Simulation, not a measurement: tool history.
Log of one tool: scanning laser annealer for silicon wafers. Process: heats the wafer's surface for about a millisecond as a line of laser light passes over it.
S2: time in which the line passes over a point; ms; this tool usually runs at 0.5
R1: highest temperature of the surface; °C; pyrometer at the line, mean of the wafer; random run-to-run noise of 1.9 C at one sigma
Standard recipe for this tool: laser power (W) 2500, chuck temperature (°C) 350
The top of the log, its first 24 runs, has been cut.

Run 25, hour 888.6: usual settings but S2 0.61 ms, chuck temperature (°C) 364. Result: R1 1296 °C.
Run 26, hour 929.2: usual settings but laser power (W) 2565, S2 0.61 ms, chuck temperature (°C) 341. Result: R1 1300 °C.
At hour 934.2: window over the wafer cleaned.
Run 27, hour 974.6: usual settings but laser power (W) 2661, S2 0.61 ms, chuck temperature (°C) 346. Result: R1 1348 °C.
Run 28, hour 1012.3: usual settings but S2 0.37 ms. Result: R1 1082 °C.
Run 29, hour 1049.8: usual settings but S2 0.37 ms. Result: R1 1086 °C.
Run 30, hour 1084.2: usual settings but S2 0.37 ms. Result: R1 1087 °C.
Run 31, hour 1135.8: usual settings but laser power (W) 2279, chuck temperature (°C) 369. Result: R1 1131 °C.
Run 32, hour 1170.2: usual settings but laser power (W) 2165, S2 0.371 ms, chuck temperature (°C) 388. Result: R1 1008 °C.
Run 33, hour 1210.8: usual settings but laser power (W) 2165, S2 0.371 ms, chuck temperature (°C) 388. Result: R1 1012 °C.
Run 34, hour 1245.7: usual settings but laser power (W) 2165, S2 0.371 ms, chuck temperature (°C) 388. Result: R1 1011 °C.
Run 35, hour 1293: usual settings but S2 0.419 ms. Result: R1 1127 °C.
Run 36, hour 1337.1: usual settings but S2 0.422 ms, chuck temperature (°C) 384. Result: R1 1167 °C.
Run 37, hour 1368.5: usual settings but S2 0.422 ms, chuck temperature (°C) 384. Result: R1 1166 °C.
Run 38, hour 1404.3: usual settings but S2 0.422 ms, chuck temperature (°C) 384. Result: R1 1166 °C.
Run 39, hour 1456.1: usual settings but S2 0.422 ms, chuck temperature (°C) 384. Result: R1 1167 °C.
Run 40, hour 1488.2: usual settings but laser power (W) 2308. Result: R1 1122 °C.
Run 41, hour 1524.1: usual settings but laser power (W) 2308, S2 0.588 ms, chuck temperature (°C) 381. Result: R1 1218 °C.
Run 42, hour 1552.3: usual settings but laser power (W) 2308, S2 0.389 ms, chuck temperature (°C) 354. Result: R1 1041 °C.

Here are 3 independent what-if runs from the current tool condition. What would each one return?
At hour 1573.8: window over the wafer cleaned.
Run A, hour 1589.2: usual settings but laser power (W) 2347, S2 0.389 ms, chuck temperature (°C) 372. Result: R1 ?.
At hour 1573.8: window over the wafer cleaned.
Run B, hour 1589.2: usual settings but chuck temperature (°C) 378. Result: R1 ?.
At hour 1573.8: window over the wafer cleaned.
Run C, hour 1589.2: usual settings but laser power (W) 2196, S2 0.595 ms, chuck temperature (°C) 327. Result: R1 ?.

run    R1
  A  1070
  B  1228
  C  1115
What these runs would have given with no unlogged condition in the tool:
run    R1
  A  1070
  B  1228
  C  1115

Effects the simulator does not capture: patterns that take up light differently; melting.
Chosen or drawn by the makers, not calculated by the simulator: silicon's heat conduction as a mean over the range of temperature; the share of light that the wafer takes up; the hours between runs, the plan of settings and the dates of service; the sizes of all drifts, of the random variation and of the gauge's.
